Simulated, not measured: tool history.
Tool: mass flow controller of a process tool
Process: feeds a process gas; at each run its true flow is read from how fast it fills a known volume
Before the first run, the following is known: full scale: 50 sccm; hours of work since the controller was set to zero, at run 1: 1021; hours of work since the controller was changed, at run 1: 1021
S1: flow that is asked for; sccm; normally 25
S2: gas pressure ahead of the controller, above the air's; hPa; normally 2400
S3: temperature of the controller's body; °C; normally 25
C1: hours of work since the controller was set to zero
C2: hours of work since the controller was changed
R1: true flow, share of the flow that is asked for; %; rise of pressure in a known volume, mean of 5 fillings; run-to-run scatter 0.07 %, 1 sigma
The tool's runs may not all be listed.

| run | hour | S1 | S2 | S3 | C1 | C2 | R1 |
|---|---|---|---|---|---|---|---|
| 1 | 0 | 25 | 2400 | 25 | 1021 | 1021 | 99.72 |
| 2 | 48.5 | 7 | 2400 | 25 | 1055 | 1055 | 99.3 |
| 3 | 112.5 | 25 | 2400 | 25 | 1101 | 1101 | 99.75 |
| 4 | 227.4 | 25 | 2400 | 25 | 1183 | 1183 | 99.71 |
| 5 | 333.2 | 25 | 2400 | 25 | 1258 | 1258 | 99.71 |
| 6 | 427.9 | 25 | 2400 | 25 | 1326 | 1326 | 99.81 |
| 7 | 501.7 | 25 | 2400 | 25 | 1378 | 1378 | 99.92 |
| 8 | 601.3 | 25 | 2600 | 25 | 1449 | 1449 | 99.96 |
| 9 | 651.2 | 25 | 2400 | 25 | 1485 | 1485 | 100.07 |
| 10 | 759.2 | 25 | 2570 | 25 | 1562 | 1562 | 100 |
| 11 | 867.4 | 25 | 2570 | 25 | 1639 | 1639 | 100.18 |
| 12 | 962.8 | 25 | 2400 | 25 | 1707 | 1707 | 100.06 |
| 13 | 1053.6 | 25 | 2430 | 25 | 1772 | 1772 | 100.11 |
| 14 | 1148.5 | 25 | 2430 | 25 | 1839 | 1839 | 100.15 |
| 15 | 1218 | 7 | 2430 | 25 | 1889 | 1889 | 99.99 |
| 16 | 1274.3 | 7 | 2430 | 25 | 1929 | 1929 | 100.16 |
| 17 | 1385.6 | 25 | 2400 | 25 | 2008 | 2008 | 100.28 |
|  | 1396.7 | controller's zero set anew |
| 18 | 1498.4 | 25 | 1610 | 22 | 72 | 2088 | 100.59 |
| 19 | 1565.7 | 25 | 1610 | 22 | 120 | 2136 | 100.7 |
| 20 | 1618.9 | 9 | 2360 | 29 | 158 | 2174 | 100.2 |
| 21 | 1718.9 | 9 | 2360 | 29 | 230 | 2245 | 100.22 |
| 22 | 1831.6 | 9 | 2360 | 29 | 310 | 2326 | 100.31 |
| 23 | 1914.1 | 9 | 2360 | 29 | 369 | 2384 | 100.4 |
| 24 | 1961.3 | 6 | 2000 | 32 | 402 | 2418 | 100.71 |
|  | 2019.8 | controller's zero set anew, once more |
| 25 | 2054.1 | 6 | 2000 | 32 | 24 | 2484 | 98.97 |
| 26 | 2125.7 | 25 | 2610 | 22 | 75 | 2535 | 100.54 |
| 27 | 2227.3 | 25 | 2610 | 22 | 148 | 2607 | 100.62 |
| 28 | 2334.2 | 25 | 2610 | 33 | 224 | 2683 | 99.83 |
| 29 | 2441.8 | 25 | 2660 | 25 | 301 | 2760 | 100.43 |
| 30 | 2534.9 | 25 | 1540 | 37 | 367 | 2826 | 99.34 |
| 31 | 2641.1 | 19 | 2490 | 37 | 443 | 2902 | 99.34 |
| 32 | 2746.1 | 22 | 1470 | 37 | 518 | 2977 | 99.22 |

Alternative continuations, all from the tool just after run 32; predict every row:
| A | 2809.4 | 23 | 2400 | 27 | 563 | 3022 | ? |
| B | 2809.4 | 25 | 1440 | 25 | 563 | 3022 | ? |
| C | 2809.4 | 42 | 2400 | 34 | 563 | 3022 | ? |

| run | R1 |
|---|---|
| A | 100.38 |
| B | 100.33 |
| C | 100.69 |
Stripped of hidden state, with their random variation kept, the same runs would have yielded:
| run | R1 |
|---|---|
| A | 98.6 |
| B | 98.57 |
| C | 98.99 |

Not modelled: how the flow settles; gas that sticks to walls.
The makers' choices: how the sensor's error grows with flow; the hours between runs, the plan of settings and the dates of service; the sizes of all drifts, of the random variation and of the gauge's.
